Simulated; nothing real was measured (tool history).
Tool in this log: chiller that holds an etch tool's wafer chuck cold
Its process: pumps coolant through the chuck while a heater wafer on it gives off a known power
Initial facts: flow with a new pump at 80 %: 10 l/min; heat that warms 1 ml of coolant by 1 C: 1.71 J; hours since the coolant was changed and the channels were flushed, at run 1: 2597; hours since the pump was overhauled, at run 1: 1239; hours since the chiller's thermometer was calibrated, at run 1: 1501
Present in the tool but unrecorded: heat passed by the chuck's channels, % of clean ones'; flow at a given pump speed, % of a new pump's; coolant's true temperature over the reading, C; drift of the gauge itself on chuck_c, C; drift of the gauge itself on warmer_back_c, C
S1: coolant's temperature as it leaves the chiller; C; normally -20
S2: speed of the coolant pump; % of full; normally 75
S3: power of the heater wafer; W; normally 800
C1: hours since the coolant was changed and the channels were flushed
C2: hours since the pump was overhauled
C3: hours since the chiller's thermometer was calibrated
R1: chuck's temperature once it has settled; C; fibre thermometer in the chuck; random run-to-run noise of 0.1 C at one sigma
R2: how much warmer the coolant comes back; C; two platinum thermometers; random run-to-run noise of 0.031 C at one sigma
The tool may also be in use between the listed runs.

run,hour,S1,S2,S3,C1,C2,C3,R1,R2
1,0.0,-20,75,800,2597,1239,1501,-9.6,3.03
2,34.8,-20,75,1089,2632,1274,1536,-5.9,4.15
3,67.5,-20,75,1089,2664,1306,1568,-5.9,4.12
4,99.2,-20,75,1089,2696,1338,1600,-6.0,4.15
5,125.4,-20,75,1089,2722,1364,1626,-5.8,4.12
6,140.7,-20,75,800,2738,1379,1641,-9.7,3.03
7,163.2,-20,75,800,2760,1402,1664,-9.7,3.03
8,185.9,-20,75,800,2783,1425,1687,-9.5,3.09
9,220.3,-20,75,800,2817,1459,1721,-9.6,3.02
10,245.0,-20,94,446,2842,1484,1746,-15.2,1.26
11,265.6,-20,72,990,2863,1504,1766,-6.6,3.93
12,297.3,-11,72,404,2894,1536,1798,-5.6,1.63
13,318.0,-20,75,800,2915,1557,1819,-9.7,3.08
14,343.7,-20,75,800,2941,1582,1844,-9.6,3.03
15,361.4,-20,79,800,2958,1600,1862,-10.0,2.85
16,391.4,-20,79,800,2988,1630,1892,-10.1,2.83

5 options for the next run, each taken on its own from the tool as it stands now. Forecast them:
A,423.4,-12,75,800,3020,1662,1924,?,?
B,423.4,-24,84,612,3020,1662,1924,?,?
C,423.4,-20,79,990,3020,1662,1924,?,?
D,423.4,-19,70,800,3020,1662,1924,?,?
E,423.4,-24,75,800,3020,1662,1924,?,?

run,R1,R2
A,-1.7,3.00
B,-16.8,1.99
C,-7.7,3.53
D,-8.0,3.34
E,-13.6,3.02
With the hidden condition removed and each run's random variation left untouched, the same runs would have given:
run,R1,R2
A,-1.7,3.00
B,-16.8,1.99
C,-7.7,3.53
D,-8.1,3.34
E,-13.6,3.02
